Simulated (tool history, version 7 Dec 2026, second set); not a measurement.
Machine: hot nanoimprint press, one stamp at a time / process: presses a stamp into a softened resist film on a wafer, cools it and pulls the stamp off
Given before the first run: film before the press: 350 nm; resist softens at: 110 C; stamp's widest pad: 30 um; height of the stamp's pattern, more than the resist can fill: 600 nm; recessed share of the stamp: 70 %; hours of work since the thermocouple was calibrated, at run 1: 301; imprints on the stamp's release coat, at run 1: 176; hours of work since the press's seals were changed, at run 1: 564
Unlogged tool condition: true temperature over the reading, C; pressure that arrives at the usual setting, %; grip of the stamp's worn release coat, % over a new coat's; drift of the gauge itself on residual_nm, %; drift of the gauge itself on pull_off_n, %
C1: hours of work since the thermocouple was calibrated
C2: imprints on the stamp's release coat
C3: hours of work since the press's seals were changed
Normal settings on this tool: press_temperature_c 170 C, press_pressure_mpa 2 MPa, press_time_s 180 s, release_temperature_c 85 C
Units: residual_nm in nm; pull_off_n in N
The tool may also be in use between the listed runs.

run 1 day=0 | press_temperature_c=170 press_pressure_mpa=2 press_time_s=180 release_temperature_c=85 | C1=301 C2=176 C3=564 | residual_nm=133 pull_off_n=216.7
run 2 day=2.375 | press_temperature_c=170 press_pressure_mpa=2 press_time_s=180 release_temperature_c=85 | C1=341 C2=360 C3=605 | residual_nm=132.7 pull_off_n=216.2
run 3 day=4.933 | press_temperature_c=170 press_pressure_mpa=2 press_time_s=180 release_temperature_c=85 | C1=385 C2=558 C3=648 | residual_nm=133.3 pull_off_n=216.8
-- day=5.808 stamp cleaned and given a new release coat
run 4 day=6.521 | press_temperature_c=170 press_pressure_mpa=1.65 press_time_s=180 release_temperature_c=85 | C1=407 C2=55 C3=670 | residual_nm=147.5 pull_off_n=215.3
run 5 day=7.621 | press_temperature_c=170 press_pressure_mpa=1.59 press_time_s=180 release_temperature_c=85 | C1=426 C2=140 C3=689 | residual_nm=150.4 pull_off_n=215.3
run 6 day=10.046 | press_temperature_c=170 press_pressure_mpa=1.59 press_time_s=180 release_temperature_c=85 | C1=467 C2=328 C3=730 | residual_nm=150 pull_off_n=214.9
-- day=10.833 press's hydraulic seals changed and the load cell set to zero
run 7 day=12.925 | press_temperature_c=170 press_pressure_mpa=2 press_time_s=180 release_temperature_c=85 | C1=510 C2=525 C3=35 | residual_nm=133.2 pull_off_n=214.5
-- day=14.292 stamp cleaned and given a new release coat
run 8 day=14.388 | press_temperature_c=170 press_pressure_mpa=2 press_time_s=180 release_temperature_c=85 | C1=530 C2=8 C3=56 | residual_nm=133.4 pull_off_n=216.1
run 9 day=16.304 | press_temperature_c=170 press_pressure_mpa=2 press_time_s=180 release_temperature_c=85 | C1=563 C2=156 C3=88 | residual_nm=133.1 pull_off_n=214
-- day=16.654 plate thermocouple calibrated
run 10 day=17.858 | press_temperature_c=170 press_pressure_mpa=1.4 press_time_s=180 release_temperature_c=85 | C1=20 C2=267 C3=112 | residual_nm=161 pull_off_n=214.7
run 11 day=20.5 | press_temperature_c=170 press_pressure_mpa=2 press_time_s=180 release_temperature_c=85 | C1=65 C2=472 C3=157 | residual_nm=133.2 pull_off_n=215
-- day=22.5 stamp cleaned and given a new release coat
run 12 day=22.5 | press_temperature_c=170 press_pressure_mpa=2.98 press_time_s=180 release_temperature_c=85 | C1=94 C2=0 C3=186 | residual_nm=105.6 pull_off_n=214.5
run 13 day=24.208 | press_temperature_c=170 press_pressure_mpa=2.98 press_time_s=180 release_temperature_c=85 | C1=123 C2=133 C3=215 | residual_nm=105.6 pull_off_n=215.9
run 14 day=25.625 | press_temperature_c=170 press_pressure_mpa=2 press_time_s=128 release_temperature_c=85 | C1=147 C2=243 C3=239 | residual_nm=150.1 pull_off_n=213.3
run 15 day=28.171 | press_temperature_c=170 press_pressure_mpa=2 press_time_s=128 release_temperature_c=85 | C1=190 C2=440 C3=282 | residual_nm=150.9 pull_off_n=213.9
run 16 day=29.796 | press_temperature_c=170 press_pressure_mpa=2 press_time_s=128 release_temperature_c=85 | C1=218 C2=566 C3=310 | residual_nm=150.5 pull_off_n=214.2
-- day=30.554 stamp cleaned and given a new release coat
run 17 day=31.338 | press_temperature_c=166 press_pressure_mpa=2 press_time_s=180 release_temperature_c=85 | C1=239 C2=61 C3=331 | residual_nm=158.8 pull_off_n=213.4
run 18 day=33.012 | press_temperature_c=164 press_pressure_mpa=2.11 press_time_s=147 release_temperature_c=83 | C1=268 C2=191 C3=360 | residual_nm=179.7 pull_off_n=221.7
run 19 day=35.683 | press_temperature_c=181 press_pressure_mpa=2.43 press_time_s=113 release_temperature_c=76 | C1=313 C2=398 C3=405 | residual_nm=90.5 pull_off_n=251.9

For run 20, what comes out?
run 20 day=38.038 | press_temperature_c=160 press_pressure_mpa=1.7 press_time_s=220 release_temperature_c=85 | C1=352 C2=580 C3=444 | residual_nm=? pull_off_n=?

residual_nm: 207.9 nm
pull_off_n: 211.5 N
Were there no unlogged condition in the tool, this run, its random variation unchanged, would have produced residual_nm 208 nm, pull_off_n 215.7 N.
